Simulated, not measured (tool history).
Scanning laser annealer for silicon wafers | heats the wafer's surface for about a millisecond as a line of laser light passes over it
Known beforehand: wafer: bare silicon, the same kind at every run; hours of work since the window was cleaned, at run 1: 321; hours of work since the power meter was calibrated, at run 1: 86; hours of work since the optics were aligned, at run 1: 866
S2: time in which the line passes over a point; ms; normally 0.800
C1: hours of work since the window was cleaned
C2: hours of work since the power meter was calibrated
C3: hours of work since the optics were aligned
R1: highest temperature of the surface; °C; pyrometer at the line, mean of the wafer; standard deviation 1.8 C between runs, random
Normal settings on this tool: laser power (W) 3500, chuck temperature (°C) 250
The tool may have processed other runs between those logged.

{"run": 1, "hour": 0.0, "laser power (W)": 3500, "S2": 0.8, "chuck temperature (°C)": 250, "C1": 321, "C2": 86, "C3": 866, "R1": 1013}
{"run": 2, "hour": 7.9, "laser power (W)": 3500, "S2": 0.8, "chuck temperature (°C)": 250, "C1": 325, "C2": 90, "C3": 869, "R1": 1012}
{"run": 3, "hour": 19.6, "laser power (W)": 3500, "S2": 0.587, "chuck temperature (°C)": 250, "C1": 330, "C2": 95, "C3": 875, "R1": 916}
{"run": 4, "hour": 25.0, "laser power (W)": 3500, "S2": 0.8, "chuck temperature (°C)": 250, "C1": 333, "C2": 98, "C3": 877, "R1": 1013}
{"run": 5, "hour": 30.9, "laser power (W)": 3500, "S2": 0.8, "chuck temperature (°C)": 287, "C1": 335, "C2": 100, "C3": 880, "R1": 1049}
{"run": 6, "hour": 38.8, "laser power (W)": 3500, "S2": 0.8, "chuck temperature (°C)": 287, "C1": 339, "C2": 104, "C3": 883, "R1": 1048}
{"run": 7, "hour": 49.3, "laser power (W)": 3500, "S2": 0.8, "chuck temperature (°C)": 287, "C1": 344, "C2": 109, "C3": 888, "R1": 1052}
{"run": 8, "hour": 59.2, "laser power (W)": 3500, "S2": 0.8, "chuck temperature (°C)": 287, "C1": 348, "C2": 113, "C3": 893, "R1": 1052}
{"run": 9, "hour": 67.1, "laser power (W)": 3464, "S2": 0.8, "chuck temperature (°C)": 250, "C1": 352, "C2": 117, "C3": 896, "R1": 1004}
{"hour": 70.2, "done": "window over the wafer cleaned"}
{"run": 10, "hour": 75.0, "laser power (W)": 3828, "S2": 0.593, "chuck temperature (°C)": 250, "C1": 2, "C2": 120, "C3": 899, "R1": 989}
{"run": 11, "hour": 81.6, "laser power (W)": 3145, "S2": 0.603, "chuck temperature (°C)": 237, "C1": 5, "C2": 122, "C3": 902, "R1": 816}
{"run": 12, "hour": 90.9, "laser power (W)": 3530, "S2": 0.715, "chuck temperature (°C)": 258, "C1": 9, "C2": 127, "C3": 906, "R1": 982}
{"run": 13, "hour": 103.1, "laser power (W)": 3530, "S2": 0.715, "chuck temperature (°C)": 258, "C1": 15, "C2": 132, "C3": 912, "R1": 983}

Alternative continuations, all from the tool just after run 13; predict every row:
{"run": "A", "hour": 115.1, "laser power (W)": 3500, "S2": 0.981, "chuck temperature (°C)": 250, "C1": 20, "C2": 138, "C3": 917, "R1": "?"}
{"run": "B", "hour": 115.1, "laser power (W)": 3530, "S2": 0.825, "chuck temperature (°C)": 266, "C1": 20, "C2": 138, "C3": 917, "R1": "?"}
{"run": "C", "hour": 115.1, "laser power (W)": 3740, "S2": 0.715, "chuck temperature (°C)": 280, "C1": 20, "C2": 138, "C3": 917, "R1": "?"}
{"run": "D", "hour": 115.1, "laser power (W)": 3500, "S2": 0.977, "chuck temperature (°C)": 250, "C1": 20, "C2": 138, "C3": 917, "R1": "?"}

run=A R1=1073
run=B R1=1039
run=C R1=1059
run=D R1=1071
What these runs would have given with no unlogged condition in the tool:
run=A R1=1107
run=B R1=1070
run=C R1=1091
run=D R1=1104
